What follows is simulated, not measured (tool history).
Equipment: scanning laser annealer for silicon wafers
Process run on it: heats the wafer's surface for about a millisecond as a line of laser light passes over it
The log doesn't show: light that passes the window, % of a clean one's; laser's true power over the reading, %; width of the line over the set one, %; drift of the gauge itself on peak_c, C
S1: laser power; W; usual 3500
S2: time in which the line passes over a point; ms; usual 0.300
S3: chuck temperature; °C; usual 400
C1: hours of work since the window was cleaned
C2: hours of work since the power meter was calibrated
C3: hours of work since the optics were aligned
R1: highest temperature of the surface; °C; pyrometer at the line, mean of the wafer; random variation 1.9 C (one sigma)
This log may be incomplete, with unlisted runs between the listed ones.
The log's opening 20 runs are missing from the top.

run 21 day=7.888 | S1=3500 S2=0.300 S3=400 | C1=361 C2=240 C3=347 | R1=1196
run 22 day=8.338 | S1=3500 S2=0.300 S3=400 | C1=369 C2=247 C3=354 | R1=1192
run 23 day=8.854 | S1=3139 S2=0.329 S3=425 | C1=378 C2=256 C3=363 | R1=1176
run 24 day=9.338 | S1=3807 S2=0.302 S3=379 | C1=387 C2=265 C3=372 | R1=1247
run 25 day=9.738 | S1=3807 S2=0.302 S3=379 | C1=393 C2=272 C3=379 | R1=1241
run 26 day=10.288 | S1=3807 S2=0.302 S3=379 | C1=403 C2=281 C3=388 | R1=1243
run 27 day=10.679 | S1=3782 S2=0.246 S3=400 | C1=410 C2=288 C3=395 | R1=1166
run 28 day=11.054 | S1=3782 S2=0.246 S3=400 | C1=416 C2=294 C3=401 | R1=1167
run 29 day=11.542 | S1=3409 S2=0.224 S3=400 | C1=425 C2=303 C3=410 | R1=1059

Estimate the outcome of run 30 from the log above:
run 30 day=11.796 | S1=3726 S2=0.227 S3=424 | C1=429 C2=307 C3=414 | R1=?

R1: 1150 °C
Were there no unlogged condition in the tool, this run, its random variation unchanged, would have produced R1 1160 °C.
